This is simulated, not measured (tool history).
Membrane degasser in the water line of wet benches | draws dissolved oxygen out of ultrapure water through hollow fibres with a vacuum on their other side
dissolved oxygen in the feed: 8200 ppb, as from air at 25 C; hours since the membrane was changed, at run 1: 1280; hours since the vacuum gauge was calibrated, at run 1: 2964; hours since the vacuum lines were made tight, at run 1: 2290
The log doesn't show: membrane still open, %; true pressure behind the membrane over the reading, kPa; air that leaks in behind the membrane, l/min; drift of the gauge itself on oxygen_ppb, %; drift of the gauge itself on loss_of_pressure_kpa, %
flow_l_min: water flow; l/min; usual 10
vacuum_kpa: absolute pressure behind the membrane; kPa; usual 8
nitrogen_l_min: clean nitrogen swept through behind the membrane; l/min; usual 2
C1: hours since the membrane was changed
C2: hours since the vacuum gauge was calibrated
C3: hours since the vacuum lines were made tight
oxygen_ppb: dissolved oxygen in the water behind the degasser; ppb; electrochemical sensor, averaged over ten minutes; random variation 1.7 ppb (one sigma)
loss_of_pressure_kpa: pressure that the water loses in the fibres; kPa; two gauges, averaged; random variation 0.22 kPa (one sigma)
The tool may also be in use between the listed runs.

{"run": 1, "hour": 0.0, "flow_l_min": 10, "vacuum_kpa": 8, "nitrogen_l_min": 2, "C1": 1280, "C2": 2964, "C3": 2290, "oxygen_ppb": 170.7, "loss_of_pressure_kpa": 51.91}
{"run": 2, "hour": 234.8, "flow_l_min": 10, "vacuum_kpa": 8, "nitrogen_l_min": 2, "C1": 1515, "C2": 3198, "C3": 2525, "oxygen_ppb": 172.5, "loss_of_pressure_kpa": 51.89}
{"run": 3, "hour": 458.2, "flow_l_min": 10, "vacuum_kpa": 8, "nitrogen_l_min": 2, "C1": 1738, "C2": 3422, "C3": 2748, "oxygen_ppb": 170.4, "loss_of_pressure_kpa": 51.98}
{"run": 4, "hour": 672.2, "flow_l_min": 10, "vacuum_kpa": 8, "nitrogen_l_min": 0.85, "C1": 1952, "C2": 3636, "C3": 2962, "oxygen_ppb": 239.8, "loss_of_pressure_kpa": 51.89}
{"run": 5, "hour": 841.2, "flow_l_min": 10, "vacuum_kpa": 8, "nitrogen_l_min": 0.85, "C1": 2121, "C2": 3805, "C3": 3131, "oxygen_ppb": 242, "loss_of_pressure_kpa": 51.87}
{"run": 6, "hour": 1069.1, "flow_l_min": 10, "vacuum_kpa": 12.02, "nitrogen_l_min": 2, "C1": 2349, "C2": 4033, "C3": 3359, "oxygen_ppb": 213.1, "loss_of_pressure_kpa": 52.5}
{"run": 7, "hour": 1223.2, "flow_l_min": 10, "vacuum_kpa": 12.02, "nitrogen_l_min": 2, "C1": 2503, "C2": 4187, "C3": 3513, "oxygen_ppb": 215.1, "loss_of_pressure_kpa": 52.16}
{"run": 8, "hour": 1369.6, "flow_l_min": 10, "vacuum_kpa": 12.02, "nitrogen_l_min": 2, "C1": 2650, "C2": 4333, "C3": 3660, "oxygen_ppb": 215.1, "loss_of_pressure_kpa": 52.35}
{"run": 9, "hour": 1522.1, "flow_l_min": 10, "vacuum_kpa": 12.02, "nitrogen_l_min": 2, "C1": 2802, "C2": 4486, "C3": 3812, "oxygen_ppb": 218.5, "loss_of_pressure_kpa": 52.08}
{"run": 10, "hour": 1767.4, "flow_l_min": 10, "vacuum_kpa": 8, "nitrogen_l_min": 2, "C1": 3048, "C2": 4731, "C3": 4058, "oxygen_ppb": 170.5, "loss_of_pressure_kpa": 52.48}
{"run": 11, "hour": 1931.2, "flow_l_min": 10, "vacuum_kpa": 8, "nitrogen_l_min": 2, "C1": 3211, "C2": 4895, "C3": 4221, "oxygen_ppb": 170.6, "loss_of_pressure_kpa": 52.29}
{"run": 12, "hour": 2113.0, "flow_l_min": 10, "vacuum_kpa": 8, "nitrogen_l_min": 2, "C1": 3393, "C2": 5077, "C3": 4403, "oxygen_ppb": 171, "loss_of_pressure_kpa": 52.41}
{"run": 13, "hour": 2291.0, "flow_l_min": 8, "vacuum_kpa": 8, "nitrogen_l_min": 2, "C1": 3571, "C2": 5255, "C3": 4581, "oxygen_ppb": 106, "loss_of_pressure_kpa": 41.98}
{"hour": 2363.5, "done": "seals of the vacuum lines changed"}
{"run": 14, "hour": 2525.6, "flow_l_min": 8, "vacuum_kpa": 8, "nitrogen_l_min": 2, "C1": 3804, "C2": 5487, "C3": 162, "oxygen_ppb": 106.7, "loss_of_pressure_kpa": 42.07}
{"run": 15, "hour": 2707.2, "flow_l_min": 8, "vacuum_kpa": 5.5, "nitrogen_l_min": 2, "C1": 3985, "C2": 5669, "C3": 344, "oxygen_ppb": 82.3, "loss_of_pressure_kpa": 42.32}
{"run": 16, "hour": 2948.9, "flow_l_min": 6, "vacuum_kpa": 8, "nitrogen_l_min": 2, "C1": 4227, "C2": 5910, "C3": 585, "oxygen_ppb": 58.9, "loss_of_pressure_kpa": 31.36}
{"run": 17, "hour": 3190.5, "flow_l_min": 10, "vacuum_kpa": 11.14, "nitrogen_l_min": 2, "C1": 4469, "C2": 6152, "C3": 827, "oxygen_ppb": 206, "loss_of_pressure_kpa": 52.5}
{"run": 18, "hour": 3351.7, "flow_l_min": 10, "vacuum_kpa": 11.14, "nitrogen_l_min": 2, "C1": 4630, "C2": 6313, "C3": 988, "oxygen_ppb": 209.5, "loss_of_pressure_kpa": 52.57}
{"run": 19, "hour": 3575.2, "flow_l_min": 9, "vacuum_kpa": 7.91, "nitrogen_l_min": 1.08, "C1": 4853, "C2": 6537, "C3": 1212, "oxygen_ppb": 176.8, "loss_of_pressure_kpa": 47.25}
{"run": 20, "hour": 3705.4, "flow_l_min": 8, "vacuum_kpa": 7.91, "nitrogen_l_min": 1.08, "C1": 4984, "C2": 6667, "C3": 1342, "oxygen_ppb": 143.9, "loss_of_pressure_kpa": 42.19}
{"run": 21, "hour": 3921.9, "flow_l_min": 8, "vacuum_kpa": 7.91, "nitrogen_l_min": 1.08, "C1": 5200, "C2": 6883, "C3": 1558, "oxygen_ppb": 145.4, "loss_of_pressure_kpa": 42.26}
{"run": 22, "hour": 4071.1, "flow_l_min": 13, "vacuum_kpa": 6.62, "nitrogen_l_min": 1.92, "C1": 5349, "C2": 7033, "C3": 1708, "oxygen_ppb": 263, "loss_of_pressure_kpa": 68.39}
{"run": 23, "hour": 4210.6, "flow_l_min": 13, "vacuum_kpa": 5.81, "nitrogen_l_min": 1.92, "C1": 5489, "C2": 7172, "C3": 1847, "oxygen_ppb": 249.6, "loss_of_pressure_kpa": 68.59}
{"run": 24, "hour": 4325.2, "flow_l_min": 11, "vacuum_kpa": 9.74, "nitrogen_l_min": 0.9, "C1": 5603, "C2": 7287, "C3": 1962, "oxygen_ppb": 322.8, "loss_of_pressure_kpa": 58.1}
{"run": 25, "hour": 4571.1, "flow_l_min": 7, "vacuum_kpa": 6.67, "nitrogen_l_min": 4.3, "C1": 5849, "C2": 7533, "C3": 2208, "oxygen_ppb": 55.3, "loss_of_pressure_kpa": 37.05}
{"run": 26, "hour": 4804.2, "flow_l_min": 7, "vacuum_kpa": 6.67, "nitrogen_l_min": 4.3, "C1": 6082, "C2": 7766, "C3": 2441, "oxygen_ppb": 54.8, "loss_of_pressure_kpa": 37.49}
{"run": 27, "hour": 5008.8, "flow_l_min": 9, "vacuum_kpa": 13.92, "nitrogen_l_min": 1.04, "C1": 6287, "C2": 7970, "C3": 2645, "oxygen_ppb": 296.2, "loss_of_pressure_kpa": 47.73}
{"run": 28, "hour": 5116.9, "flow_l_min": 7, "vacuum_kpa": 6.15, "nitrogen_l_min": 3.55, "C1": 6395, "C2": 8078, "C3": 2753, "oxygen_ppb": 54.4, "loss_of_pressure_kpa": 37.21}
{"run": 29, "hour": 5284.7, "flow_l_min": 10, "vacuum_kpa": 8, "nitrogen_l_min": 5.46, "C1": 6563, "C2": 8246, "C3": 2921, "oxygen_ppb": 134.4, "loss_of_pressure_kpa": 52.94}
{"run": 30, "hour": 5417.5, "flow_l_min": 10, "vacuum_kpa": 8, "nitrogen_l_min": 3.54, "C1": 6696, "C2": 8379, "C3": 3054, "oxygen_ppb": 147.2, "loss_of_pressure_kpa": 52.84}
{"hour": 5487.2, "done": "vacuum gauge calibrated"}
{"run": 31, "hour": 5537.5, "flow_l_min": 10, "vacuum_kpa": 8, "nitrogen_l_min": 3.54, "C1": 6815, "C2": 50, "C3": 3174, "oxygen_ppb": 144.6, "loss_of_pressure_kpa": 53.34}

Forecast each of these 3 alternatives for the next run:
{"run": "A", "hour": 5708.4, "flow_l_min": 10, "vacuum_kpa": 6.09, "nitrogen_l_min": 2, "C1": 6986, "C2": 221, "C3": 3344, "oxygen_ppb": "?", "loss_of_pressure_kpa": "?"}
{"run": "B", "hour": 5708.4, "flow_l_min": 6, "vacuum_kpa": 8.97, "nitrogen_l_min": 3.54, "C1": 6986, "C2": 221, "C3": 3344, "oxygen_ppb": "?", "loss_of_pressure_kpa": "?"}
{"run": "C", "hour": 5708.4, "flow_l_min": 10, "vacuum_kpa": 17.42, "nitrogen_l_min": 6, "C1": 6986, "C2": 221, "C3": 3344, "oxygen_ppb": "?", "loss_of_pressure_kpa": "?"}

run=A oxygen_ppb=150 loss_of_pressure_kpa=53.32
run=B oxygen_ppb=48.7 loss_of_pressure_kpa=31.85
run=C oxygen_ppb=172.2 loss_of_pressure_kpa=53.23
Without the tool's hidden state the same runs would have given:
run=A oxygen_ppb=149.3 loss_of_pressure_kpa=52.01
run=B oxygen_ppb=48.6 loss_of_pressure_kpa=31.07
run=C oxygen_ppb=171.5 loss_of_pressure_kpa=51.93

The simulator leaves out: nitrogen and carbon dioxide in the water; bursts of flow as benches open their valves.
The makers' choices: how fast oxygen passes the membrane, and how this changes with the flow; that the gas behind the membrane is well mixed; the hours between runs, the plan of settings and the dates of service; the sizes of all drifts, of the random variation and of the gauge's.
